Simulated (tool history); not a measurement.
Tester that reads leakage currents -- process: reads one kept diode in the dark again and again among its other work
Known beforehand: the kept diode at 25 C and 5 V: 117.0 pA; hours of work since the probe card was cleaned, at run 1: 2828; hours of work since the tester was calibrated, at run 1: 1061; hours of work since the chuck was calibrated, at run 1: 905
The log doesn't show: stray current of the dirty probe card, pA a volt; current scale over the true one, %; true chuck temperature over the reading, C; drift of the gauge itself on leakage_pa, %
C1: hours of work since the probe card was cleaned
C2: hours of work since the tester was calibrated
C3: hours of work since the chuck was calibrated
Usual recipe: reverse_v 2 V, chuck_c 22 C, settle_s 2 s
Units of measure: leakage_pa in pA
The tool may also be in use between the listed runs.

run 1 hour=0 | reverse_v=2 chuck_c=22 settle_s=2 | C1=2828 C2=1061 C3=905 | leakage_pa=62.49
run 2 hour=55.4 | reverse_v=2 chuck_c=22 settle_s=2 | C1=2868 C2=1101 C3=945 | leakage_pa=62.34
run 3 hour=108.7 | reverse_v=2 chuck_c=22 settle_s=2 | C1=2906 C2=1139 C3=983 | leakage_pa=62.1
run 4 hour=170.9 | reverse_v=2 chuck_c=22 settle_s=2 | C1=2950 C2=1183 C3=1027 | leakage_pa=62.12
-- hour=177.8 tester calibrated
run 5 hour=237.3 | reverse_v=2 chuck_c=38 settle_s=2 | C1=2996 C2=42 C3=1073 | leakage_pa=236.52
run 6 hour=294.2 | reverse_v=2 chuck_c=38 settle_s=5.43 | C1=3037 C2=83 C3=1114 | leakage_pa=235.6
run 7 hour=339.6 | reverse_v=2 chuck_c=22 settle_s=2.85 | C1=3069 C2=115 C3=1146 | leakage_pa=61.99
run 8 hour=379.8 | reverse_v=1.42 chuck_c=32 settle_s=2 | C1=3098 C2=144 C3=1175 | leakage_pa=125.49
run 9 hour=447.2 | reverse_v=3.13 chuck_c=32 settle_s=0.89 | C1=3146 C2=192 C3=1223 | leakage_pa=173.44
-- hour=482.3 tester calibrated, once more
run 10 hour=499.9 | reverse_v=3.13 chuck_c=32 settle_s=0.89 | C1=3182 C2=13 C3=1259 | leakage_pa=172.25
-- hour=568.6 chuck's temperature calibrated
run 11 hour=568.6 | reverse_v=5.43 chuck_c=59 settle_s=0.59 | C1=3230 C2=60 C3=0 | leakage_pa=1856.72
run 12 hour=629.2 | reverse_v=2 chuck_c=37 settle_s=7.24 | C1=3273 C2=103 C3=43 | leakage_pa=230.6

Forecast each of these 4 alternatives for the next run:
-- hour=642.2 probe card cleaned and baked
run A hour=693.2 | reverse_v=7.36 chuck_c=37 settle_s=0.42 | C1=36 C2=147 C3=87 | leakage_pa=?
-- hour=642.2 probe card cleaned and baked
run B hour=693.2 | reverse_v=2 chuck_c=60 settle_s=1.02 | C1=36 C2=147 C3=87 | leakage_pa=?
-- hour=642.2 probe card cleaned and baked
run C hour=693.2 | reverse_v=2 chuck_c=39 settle_s=3.01 | C1=36 C2=147 C3=87 | leakage_pa=?
-- hour=642.2 probe card cleaned and baked
run D hour=693.2 | reverse_v=2 chuck_c=24 settle_s=7.24 | C1=36 C2=147 C3=87 | leakage_pa=?

run=A leakage_pa=386.47
run=B leakage_pa=1315.54
run=C leakage_pa=266.34
run=D leakage_pa=74.34
Had the tool no hidden state, the same runs would have come out as:
run=A leakage_pa=384.64
run=B leakage_pa=1310.24
run=C leakage_pa=265.14
run=D leakage_pa=73.96
